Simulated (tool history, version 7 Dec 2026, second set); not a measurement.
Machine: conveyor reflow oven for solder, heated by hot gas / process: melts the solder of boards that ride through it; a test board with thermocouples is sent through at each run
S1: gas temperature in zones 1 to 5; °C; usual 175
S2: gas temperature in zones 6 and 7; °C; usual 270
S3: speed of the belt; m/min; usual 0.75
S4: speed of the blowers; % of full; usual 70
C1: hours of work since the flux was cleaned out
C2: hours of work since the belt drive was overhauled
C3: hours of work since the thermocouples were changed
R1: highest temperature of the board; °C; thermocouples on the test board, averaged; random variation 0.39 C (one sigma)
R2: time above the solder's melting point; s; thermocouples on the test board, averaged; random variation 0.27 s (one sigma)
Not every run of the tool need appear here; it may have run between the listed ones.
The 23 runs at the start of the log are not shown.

Run 24, hour 510.3: usual settings but S1 169 °C, S2 266 °C; C1 155; C2 721; C3 953. Result: R1 251 °C, R2 46.4 s.
Run 25, hour 527.9: usual settings but S2 259 °C, S4 63 % of full; C1 169; C2 734; C3 966. Result: R1 244.4 °C, R2 43.3 s.
Run 26, hour 555.1: usual settings but S1 169 °C, S2 276 °C, S4 81 % of full; C1 189; C2 754; C3 987. Result: R1 261.4 °C, R2 51.8 s.
Run 27, hour 576.2: usual settings but S1 169 °C, S2 276 °C, S4 81 % of full; C1 205; C2 770; C3 1003. Result: R1 260.3 °C, R2 52 s.
At hour 583.9: belt drive overhauled, speed set with a stopwatch.
Run 28, hour 609.1: usual settings but S1 182 °C, S2 264 °C, S3 0.706 m/min, S4 56 % of full; C1 227; C2 19; C3 1024. Result: R1 250.8 °C, R2 52.7 s.
Run 29, hour 635: usual settings but S1 182 °C, S2 264 °C, S3 0.706 m/min, S4 56 % of full; C1 246; C2 38; C3 1044. Result: R1 250.3 °C, R2 52.3 s.
Run 30, hour 664.5: usual settings but S2 267 °C, S3 0.686 m/min, S4 72 % of full; C1 268; C2 60; C3 1066. Result: R1 254.3 °C, R2 54.9 s.
Run 31, hour 685: usual settings but S1 189 °C, S2 281 °C, S3 0.729 m/min, S4 72 % of full; C1 283; C2 76; C3 1081. Result: R1 267.2 °C, R2 61.4 s.

Forecast each of these 4 alternatives for the next run:
Run A, hour 709.6: usual settings but S1 180 °C; C1 302; C2 94; C3 1100. Result: R1 ?, R2 ?.
Run B, hour 709.6: usual settings but S1 167 °C, S4 59 % of full; C1 302; C2 94; C3 1100. Result: R1 ?, R2 ?.
Run C, hour 709.6: usual settings but S3 0.647 m/min; C1 302; C2 94; C3 1100. Result: R1 ?, R2 ?.
Run D, hour 709.6: usual settings but S1 166 °C, S3 0.74 m/min; C1 302; C2 94; C3 1100. Result: R1 ?, R2 ?.

run     R1    R2
  A  254.8  50.9
  B    250  44.4
  C  257.9  60.1
  D  252.6  46.6
With the hidden condition removed and each run's random variation left untouched, the same runs would have given:
run     R1    R2
  A  258.2  53.1
  B  253.7  47.3
  C  260.8  62.1
  D  256.3  49.4
